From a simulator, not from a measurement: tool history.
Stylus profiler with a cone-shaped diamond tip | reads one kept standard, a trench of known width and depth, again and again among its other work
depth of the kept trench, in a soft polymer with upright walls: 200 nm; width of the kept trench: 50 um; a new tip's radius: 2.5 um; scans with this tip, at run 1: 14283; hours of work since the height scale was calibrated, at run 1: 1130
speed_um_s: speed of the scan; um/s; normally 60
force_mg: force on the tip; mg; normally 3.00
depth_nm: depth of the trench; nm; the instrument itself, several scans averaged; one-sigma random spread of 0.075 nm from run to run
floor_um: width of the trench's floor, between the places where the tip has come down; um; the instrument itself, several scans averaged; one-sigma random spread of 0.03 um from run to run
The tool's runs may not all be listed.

run,day,speed_um_s,force_mg,scans with this tip,hours of work since the height scale was calibrated,depth_nm,floor_um
1,0.000,60,3.00,14283,1130,201.01,47.27
2,1.004,60,3.00,14507,1148,201.16,47.20
3,2.371,60,4.65,14812,1172,201.70,47.27
4,4.162,49,3.00,15212,1204,201.10,47.25
# day 4.325: height scale calibrated on a step standard
5,5.962,60,6.21,15608,29,201.67,47.23
6,7.246,60,6.21,15895,52,201.67,47.24
7,9.217,101,3.92,16334,86,200.90,47.02
8,11.125,78,2.15,16760,120,199.99,47.02
9,12.196,34,3.00,16999,139,200.31,47.25
10,13.742,19,7.66,17344,166,202.06,47.19

Below are 4 alternative next runs, each starting from the tool's condition after run 10. Predict each:
# day 13.921: height scale calibrated on a step standard, once more
A,15.279,60,1.43,17682,24,?,?
# day 13.921: height scale calibrated on a step standard, once more
B,15.279,45,2.68,17682,24,?,?
# day 13.921: height scale calibrated on a step standard, once more
C,15.279,83,3.00,17682,24,?,?
# day 13.921: height scale calibrated on a step standard, once more
D,15.279,15,4.64,17682,24,?,?

run,depth_nm,floor_um
A,201.28,47.05
B,201.76,47.09
C,202.04,47.12
D,202.72,47.23
With the hidden condition removed and each run's random variation left untouched, the same runs would have given:
run,depth_nm,floor_um
A,201.37,47.86
B,201.85,47.90
C,202.13,47.93
D,202.82,48.04

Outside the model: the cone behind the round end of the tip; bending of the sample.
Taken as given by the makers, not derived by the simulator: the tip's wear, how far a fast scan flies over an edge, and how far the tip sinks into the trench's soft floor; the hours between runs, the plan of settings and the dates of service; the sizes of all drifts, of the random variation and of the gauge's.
